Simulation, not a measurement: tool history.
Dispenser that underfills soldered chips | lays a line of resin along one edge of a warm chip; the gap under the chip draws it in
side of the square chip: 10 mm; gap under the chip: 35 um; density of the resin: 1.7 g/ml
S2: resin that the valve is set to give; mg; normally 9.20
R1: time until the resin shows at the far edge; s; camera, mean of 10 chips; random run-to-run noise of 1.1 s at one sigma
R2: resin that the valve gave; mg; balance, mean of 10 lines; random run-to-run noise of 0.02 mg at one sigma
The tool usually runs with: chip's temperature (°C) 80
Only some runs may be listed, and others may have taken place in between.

run 1 hour=0.0 | chip's_temperature_(°C)=80 S2=9.20 | R1=105.4 R2=8.76
-- hour=2.4 dispensing valve cleaned and set on the balance
-- hour=12.7 new syringe of resin
run 2 hour=16.4 | chip's_temperature_(°C)=80 S2=9.20 | R1=116.0 R2=9.21
run 3 hour=24.1 | chip's_temperature_(°C)=80 S2=9.20 | R1=156.9 R2=9.19
-- hour=25.9 new syringe of resin
run 4 hour=37.8 | chip's_temperature_(°C)=80 S2=9.20 | R1=161.6 R2=9.16
-- hour=39.2 new syringe of resin
run 5 hour=47.8 | chip's_temperature_(°C)=80 S2=9.20 | R1=141.3 R2=9.16
-- hour=52.0 new syringe of resin
run 6 hour=57.3 | chip's_temperature_(°C)=80 S2=9.20 | R1=121.9 R2=9.13
-- hour=64.9 new syringe of resin
run 7 hour=74.3 | chip's_temperature_(°C)=80 S2=9.20 | R1=147.1 R2=9.06
-- hour=78.3 new syringe of resin
run 8 hour=84.9 | chip's_temperature_(°C)=80 S2=11.78 | R1=124.7 R2=11.56
-- hour=91.8 new syringe of resin
run 9 hour=97.3 | chip's_temperature_(°C)=80 S2=11.78 | R1=122.0 R2=11.59
-- hour=104.5 new syringe of resin
run 10 hour=111.1 | chip's_temperature_(°C)=80 S2=11.78 | R1=126.1 R2=11.54
-- hour=117.3 new syringe of resin
run 11 hour=119.2 | chip's_temperature_(°C)=80 S2=11.78 | R1=104.5 R2=11.55
run 12 hour=127.5 | chip's_temperature_(°C)=80 S2=11.78 | R1=145.7 R2=11.52
-- hour=131.1 new syringe of resin
run 13 hour=136.5 | chip's_temperature_(°C)=80 S2=9.20 | R1=123.8 R2=8.94
-- hour=144.0 new syringe of resin
run 14 hour=151.2 | chip's_temperature_(°C)=80 S2=9.20 | R1=129.9 R2=8.97
-- hour=156.8 new syringe of resin
run 15 hour=167.4 | chip's_temperature_(°C)=74 S2=9.20 | R1=199.6 R2=8.93
-- hour=169.9 new syringe of resin
run 16 hour=181.1 | chip's_temperature_(°C)=69 S2=9.20 | R1=271.1 R2=8.87
-- hour=182.4 new syringe of resin
-- hour=195.1 new syringe of resin
run 17 hour=198.0 | chip's_temperature_(°C)=69 S2=9.20 | R1=193.1 R2=8.83
-- hour=208.3 new syringe of resin
run 18 hour=208.5 | chip's_temperature_(°C)=75 S2=10.36 | R1=125.3 R2=9.94
run 19 hour=215.2 | chip's_temperature_(°C)=74 S2=9.03 | R1=173.5 R2=8.66
-- hour=221.5 new syringe of resin
-- hour=226.2 dispensing valve cleaned and set on the balance
run 20 hour=227.9 | chip's_temperature_(°C)=67 S2=11.76 | R1=231.1 R2=11.77
-- hour=235.2 new syringe of resin
run 21 hour=244.7 | chip's_temperature_(°C)=67 S2=11.76 | R1=275.3 R2=11.75
-- hour=248.8 new syringe of resin
run 22 hour=254.3 | chip's_temperature_(°C)=74 S2=11.18 | R1=159.9 R2=11.15
-- hour=262.3 new syringe of resin
run 23 hour=270.1 | chip's_temperature_(°C)=74 S2=11.18 | R1=172.7 R2=11.04
-- hour=274.9 new syringe of resin
run 24 hour=280.3 | chip's_temperature_(°C)=89 S2=11.57 | R1=76.6 R2=11.42
-- hour=288.6 new syringe of resin
run 25 hour=293.2 | chip's_temperature_(°C)=89 S2=11.57 | R1=74.9 R2=11.41
-- hour=301.7 new syringe of resin
run 26 hour=306.4 | chip's_temperature_(°C)=67 S2=11.14 | R1=221.5 R2=10.97
-- hour=314.9 new syringe of resin
run 27 hour=314.9 | chip's_temperature_(°C)=67 S2=11.14 | R1=185.9 R2=10.94
-- hour=328.2 new syringe of resin
run 28 hour=328.2 | chip's_temperature_(°C)=67 S2=11.14 | R1=176.3 R2=10.92
-- hour=341.2 new syringe of resin
run 29 hour=342.3 | chip's_temperature_(°C)=67 S2=11.14 | R1=189.7 R2=10.87
run 30 hour=350.9 | chip's_temperature_(°C)=67 S2=11.14 | R1=265.7 R2=10.91
-- hour=354.7 new syringe of resin
-- hour=367.8 new syringe of resin
run 31 hour=367.9 | chip's_temperature_(°C)=67 S2=11.14 | R1=184.4 R2=10.85
-- hour=380.4 new syringe of resin
run 32 hour=381.6 | chip's_temperature_(°C)=80 S2=7.95 | R1=104.7 R2=7.65
-- hour=393.0 new syringe of resin
run 33 hour=393.0 | chip's_temperature_(°C)=74 S2=11.81 | R1=125.2 R2=11.42

Run by run, hidden condition taken away, random variation retained:
The tool's hidden condition here consists of: resin's viscosity, % of fresh resin's; dose that the valve gives, % of what is set; true chip temperature over the reading, C; drift of the gauge itself on fill_s, %; drift of the gauge itself on given_mg, %.
run=1 R1=102.4 R2=9.19
run=2 R1=103.0 R2=9.21
run=3 R1=102.4 R2=9.21
run=4 R1=101.9 R2=9.20
run=5 R1=103.8 R2=9.23
run=6 R1=102.2 R2=9.21
run=7 R1=102.8 R2=9.17
run=8 R1=99.9 R2=11.74
run=9 R1=100.7 R2=11.80
run=10 R1=100.5 R2=11.78
run=11 R1=101.8 R2=11.81
run=12 R1=101.8 R2=11.80
run=13 R1=102.8 R2=9.18
run=14 R1=101.3 R2=9.24
run=15 R1=138.2 R2=9.23
run=16 R1=181.4 R2=9.20
run=17 R1=181.2 R2=9.19
run=18 R1=131.5 R2=10.36
run=19 R1=138.6 R2=9.05
run=20 R1=199.7 R2=11.76
run=21 R1=200.8 R2=11.78
run=22 R1=138.5 R2=11.21
run=23 R1=136.3 R2=11.14
run=24 R1=65.8 R2=11.54
run=25 R1=66.2 R2=11.56
run=26 R1=201.4 R2=11.15
run=27 R1=197.9 R2=11.13
run=28 R1=194.9 R2=11.14
run=29 R1=199.0 R2=11.13
run=30 R1=197.2 R2=11.19
run=31 R1=200.5 R2=11.17
run=32 R1=107.3 R2=7.90
run=33 R1=137.6 R2=11.82
